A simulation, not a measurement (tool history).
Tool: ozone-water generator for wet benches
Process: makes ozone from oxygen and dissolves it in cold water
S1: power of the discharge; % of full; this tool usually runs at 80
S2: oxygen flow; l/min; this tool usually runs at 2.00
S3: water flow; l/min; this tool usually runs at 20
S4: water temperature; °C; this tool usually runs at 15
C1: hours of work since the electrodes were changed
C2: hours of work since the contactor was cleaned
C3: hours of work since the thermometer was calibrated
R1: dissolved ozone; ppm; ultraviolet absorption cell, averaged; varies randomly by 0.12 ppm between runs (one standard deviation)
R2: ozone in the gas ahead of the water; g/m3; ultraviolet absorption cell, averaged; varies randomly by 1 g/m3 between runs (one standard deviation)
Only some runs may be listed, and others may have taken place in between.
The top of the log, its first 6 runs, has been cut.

run 7 hour=323.8 | S1=80 S2=2.00 S3=20 S4=15 | C1=2529 C2=8120 C3=3135 | R1=10.1 R2=172.4
run 8 hour=385.3 | S1=80 S2=2.00 S3=20 S4=15 | C1=2582 C2=8173 C3=3188 | R1=10.0 R2=170.5
run 9 hour=415.9 | S1=80 S2=2.00 S3=20 S4=15 | C1=2608 C2=8199 C3=3214 | R1=10.0 R2=169.9
run 10 hour=447.2 | S1=80 S2=2.00 S3=20 S4=15 | C1=2635 C2=8226 C3=3241 | R1=10.0 R2=171.1
run 11 hour=494.8 | S1=80 S2=2.00 S3=20 S4=15 | C1=2676 C2=8267 C3=3282 | R1=9.8 R2=173.2
run 12 hour=522.8 | S1=80 S2=2.00 S3=20 S4=15 | C1=2700 C2=8291 C3=3306 | R1=10.0 R2=169.9
run 13 hour=586.9 | S1=80 S2=1.98 S3=20 S4=15 | C1=2755 C2=8346 C3=3361 | R1=10.1 R2=170.7
run 14 hour=631.8 | S1=80 S2=2.00 S3=13 S4=15 | C1=2794 C2=8385 C3=3399 | R1=14.7 R2=169.0
run 15 hour=678.1 | S1=80 S2=2.00 S3=13 S4=15 | C1=2834 C2=8425 C3=3439 | R1=14.7 R2=168.4
run 16 hour=743.8 | S1=80 S2=2.00 S3=30 S4=15 | C1=2890 C2=8481 C3=3496 | R1=6.6 R2=172.1
run 17 hour=798.4 | S1=65 S2=2.00 S3=19 S4=15 | C1=2937 C2=8528 C3=3543 | R1=9.1 R2=147.9
run 18 hour=863.9 | S1=65 S2=3.40 S3=19 S4=9 | C1=2993 C2=8584 C3=3599 | R1=10.8 R2=113.2
-- hour=869.7 water thermometer calibrated
run 19 hour=915.1 | S1=68 S2=2.94 S3=19 S4=22 | C1=3037 C2=8628 C3=39 | R1=9.4 R2=124.4
run 20 hour=960.1 | S1=80 S2=2.00 S3=20 S4=17 | C1=3076 C2=8667 C3=78 | R1=9.9 R2=169.3
run 21 hour=1020.4 | S1=77 S2=1.73 S3=24 S4=23 | C1=3127 C2=8718 C3=129 | R1=7.4 R2=177.2
run 22 hour=1084.2 | S1=77 S2=1.73 S3=24 S4=23 | C1=3182 C2=8773 C3=184 | R1=7.1 R2=177.9
run 23 hour=1113.1 | S1=77 S2=1.73 S3=24 S4=23 | C1=3207 C2=8798 C3=209 | R1=7.0 R2=176.6

What does the tool deliver on the next run?
run 24 hour=1166.6 | S1=80 S2=2.00 S3=24 S4=10 | C1=3253 C2=8844 C3=255 | R1=? R2=?

Run 24 measured R1 8.5 ppm, R2 170.8 g/m3.
With the hidden condition absent and the run-to-run variation left alone, this run would have shown R1 9.7 ppm, R2 179.3 g/m3.
